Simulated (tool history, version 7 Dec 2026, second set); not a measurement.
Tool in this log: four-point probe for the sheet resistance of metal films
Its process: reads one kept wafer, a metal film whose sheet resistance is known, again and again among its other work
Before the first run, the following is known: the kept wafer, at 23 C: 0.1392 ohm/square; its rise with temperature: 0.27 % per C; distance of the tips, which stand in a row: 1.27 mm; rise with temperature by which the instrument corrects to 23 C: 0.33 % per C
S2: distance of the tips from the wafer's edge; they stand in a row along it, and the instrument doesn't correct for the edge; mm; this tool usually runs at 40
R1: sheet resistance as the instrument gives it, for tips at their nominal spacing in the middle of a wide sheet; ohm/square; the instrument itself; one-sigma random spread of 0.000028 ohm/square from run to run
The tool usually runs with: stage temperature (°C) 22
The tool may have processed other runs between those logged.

Run 1, day 0: usual settings. Result: R1 0.139091 ohm/square.
Run 2, day 1.371: usual settings but stage temperature (°C) 20. Result: R1 0.139228 ohm/square.
Run 3, day 3.812: usual settings. Result: R1 0.13909 ohm/square.
Run 4, day 6.008: usual settings but stage temperature (°C) 25. Result: R1 0.138796 ohm/square.
Run 5, day 8.508: usual settings. Result: R1 0.139114 ohm/square.
Run 6, day 11.475: usual settings. Result: R1 0.138979 ohm/square.
Run 7, day 12.967: usual settings. Result: R1 0.139092 ohm/square.
Run 8, day 14.771: usual settings. Result: R1 0.139077 ohm/square.
Run 9, day 16.492: usual settings but S2 3 mm. Result: R1 0.151149 ohm/square.
Run 10, day 19.333: usual settings but S2 3 mm. Result: R1 0.151121 ohm/square.
Run 11, day 20.812: usual settings but S2 3 mm. Result: R1 0.151149 ohm/square.
Run 12, day 23.833: usual settings but S2 3 mm. Result: R1 0.151148 ohm/square.
Run 13, day 26.462: usual settings but S2 3 mm. Result: R1 0.150923 ohm/square.
Run 14, day 27.942: usual settings but S2 3 mm. Result: R1 0.150871 ohm/square.
Run 15, day 29.45: usual settings but S2 3 mm. Result: R1 0.150925 ohm/square.
Run 16, day 32.462: usual settings but S2 7 mm. Result: R1 0.141144 ohm/square.
Run 17, day 35.183: usual settings but stage temperature (°C) 25. Result: R1 0.138626 ohm/square.
Run 18, day 38.167: usual settings but stage temperature (°C) 25. Result: R1 0.138617 ohm/square.
Run 19, day 40.504: usual settings but stage temperature (°C) 25. Result: R1 0.138607 ohm/square.
Run 20, day 41.838: usual settings but stage temperature (°C) 20. Result: R1 0.138974 ohm/square.
Run 21, day 44.554: usual settings but stage temperature (°C) 19, S2 9 mm. Result: R1 0.140435 ohm/square.
Run 22, day 46.404: usual settings but stage temperature (°C) 32, S2 48 mm. Result: R1 0.138084 ohm/square.
Run 23, day 49.021: usual settings but stage temperature (°C) 32, S2 48 mm. Result: R1 0.138045 ohm/square.
Run 24, day 51.738: usual settings but stage temperature (°C) 34, S2 4 mm. Result: R1 0.144969 ohm/square.
Run 25, day 53.921: usual settings but S2 4 mm. Result: R1 0.145779 ohm/square.
Run 26, day 55.25: usual settings but stage temperature (°C) 32, S2 10 mm. Result: R1 0.139233 ohm/square.
Run 27, day 57: usual settings but stage temperature (°C) 27, S2 6 mm. Result: R1 0.14156 ohm/square.
Run 28, day 58.562: usual settings but stage temperature (°C) 26, S2 15 mm. Result: R1 0.138917 ohm/square.
Run 29, day 59.838: usual settings but stage temperature (°C) 26, S2 15 mm. Result: R1 0.138946 ohm/square.
Run 30, day 61.925: usual settings but stage temperature (°C) 26, S2 15 mm. Result: R1 0.138962 ohm/square.
Run 31, day 63.671: usual settings but stage temperature (°C) 26, S2 15 mm. Result: R1 0.138937 ohm/square.
Run 32, day 66.658: usual settings but stage temperature (°C) 34, S2 4 mm. Result: R1 0.14495 ohm/square.
Run 33, day 68.504: usual settings but stage temperature (°C) 27, S2 52 mm. Result: R1 0.138399 ohm/square.
Run 34, day 70.212: usual settings but stage temperature (°C) 29, S2 9 mm. Result: R1 0.139658 ohm/square.
Run 35, day 72.8: usual settings but S2 7 mm. Result: R1 0.141061 ohm/square.
Run 36, day 75.308: usual settings but stage temperature (°C) 23, S2 7 mm. Result: R1 0.140983 ohm/square.
Run 37, day 77.779: usual settings but stage temperature (°C) 23, S2 7 mm. Result: R1 0.140966 ohm/square.
Run 38, day 80.275: usual settings but stage temperature (°C) 26, S2 5 mm. Result: R1 0.142947 ohm/square.

Withheld: 2 entries from between the runs. Position of each, and hidden state at the listed run before versus the listed run after:
From run 4 to run 5: stage's thermometer calibrated (day 8.379)
  inner tips' distance over the nominal, %: -0.255 -> -0.261; tips' flats over new ones', %: 50 -> 51; wafer's true temperature over the reading, C: 0.22 -> 0.37
  difference, measured minus the result without the unlogged condition, R1: -0.000301 -> -0.000252 ohm/square
From run 12 to run 13: stage's thermometer calibrated, once more (day 24.6)
  inner tips' distance over the nominal, %: -0.302 -> -0.309; tips' flats over new ones', %: 61 -> 63; wafer's true temperature over the reading, C: 0.41 -> -0.03
  difference, measured minus the result without the unlogged condition, R1: -0.000321 -> -0.000515 ohm/square
